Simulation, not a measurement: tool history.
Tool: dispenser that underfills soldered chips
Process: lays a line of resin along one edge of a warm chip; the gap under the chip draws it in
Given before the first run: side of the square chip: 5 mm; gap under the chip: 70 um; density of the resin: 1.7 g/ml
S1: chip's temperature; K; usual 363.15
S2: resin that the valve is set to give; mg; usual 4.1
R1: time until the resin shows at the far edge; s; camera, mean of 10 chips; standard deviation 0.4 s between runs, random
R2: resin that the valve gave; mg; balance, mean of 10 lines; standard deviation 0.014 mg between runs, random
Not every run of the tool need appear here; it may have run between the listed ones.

Run 1, hour 0: usual settings. Result: R1 62.9 s, R2 3.89 mg.
At hour 0.7: new syringe of resin.
Run 2, hour 5.4: usual settings but S2 4.13 mg. Result: R1 32.3 s, R2 3.93 mg.
Run 3, hour 9.1: usual settings but S2 4.26 mg. Result: R1 38.6 s, R2 4.04 mg.
Run 4, hour 13.9: usual settings but S2 4.26 mg. Result: R1 50 s, R2 4.02 mg.
Run 5, hour 18: usual settings but S2 4.26 mg. Result: R1 61.1 s, R2 4.02 mg.
At hour 19.4: new syringe of resin.
Run 6, hour 24.3: usual settings but S2 4.26 mg. Result: R1 32.1 s, R2 3.99 mg.
Run 7, hour 31.1: usual settings but S2 4.11 mg. Result: R1 46 s, R2 3.85 mg.
Run 8, hour 37.5: usual settings but S2 4.11 mg. Result: R1 65.6 s, R2 3.84 mg.
At hour 38.3: new syringe of resin.
Run 9, hour 46.7: usual settings but S2 4.11 mg. Result: R1 39.7 s, R2 3.86 mg.
At hour 50.5: dispensing valve cleaned and set on the balance.
Run 10, hour 55.6: usual settings but S2 4.11 mg. Result: R1 57.2 s, R2 4.12 mg.
At hour 57.7: new syringe of resin.
Run 11, hour 62.8: usual settings but S1 348.15 K, S2 4.25 mg. Result: R1 50.5 s, R2 4.23 mg.
Run 12, hour 68.9: usual settings but S1 348.15 K, S2 4.25 mg. Result: R1 66.8 s, R2 4.2 mg.
Run 13, hour 74.2: usual settings but S1 357.15 K, S2 5.03 mg. Result: R1 67 s, R2 5.01 mg.
At hour 76.9: new syringe of resin.
Run 14, hour 80.9: usual settings but S1 353.15 K, S2 4.05 mg. Result: R1 42.3 s, R2 4 mg.
Run 15, hour 86.6: usual settings but S1 353.15 K, S2 4.05 mg. Result: R1 56.2 s, R2 4.05 mg.
Run 16, hour 92.5: usual settings but S1 362.15 K, S2 4.36 mg. Result: R1 56.2 s, R2 4.28 mg.
At hour 96: new syringe of resin.
Run 17, hour 99.2: usual settings but S1 368.15 K, S2 3.53 mg. Result: R1 26.1 s, R2 3.49 mg.
Run 18, hour 102.9: usual settings but S1 352.15 K, S2 4.64 mg. Result: R1 47.3 s, R2 4.53 mg.

3 options for the next run, each taken on its own from the tool as it stands now. Forecast them:
Run A, hour 109.4: usual settings but S1 350.15 K, S2 3.74 mg. Result: R1 ?, R2 ?.
Run B, hour 109.4: usual settings but S1 362.15 K, S2 3.99 mg. Result: R1 ?, R2 ?.
Run C, hour 109.4: usual settings but S1 369.15 K, S2 4.5 mg. Result: R1 ?, R2 ?.

run    R1    R2
  A  74.6  3.67
  B  50.3   3.9
  C  39.8  4.39
Take away the tool's hidden state, keep each run's random variation, and the runs would have read:
run    R1    R2
  A  39.9  3.76
  B  26.6  3.99
  C  21.1   4.5

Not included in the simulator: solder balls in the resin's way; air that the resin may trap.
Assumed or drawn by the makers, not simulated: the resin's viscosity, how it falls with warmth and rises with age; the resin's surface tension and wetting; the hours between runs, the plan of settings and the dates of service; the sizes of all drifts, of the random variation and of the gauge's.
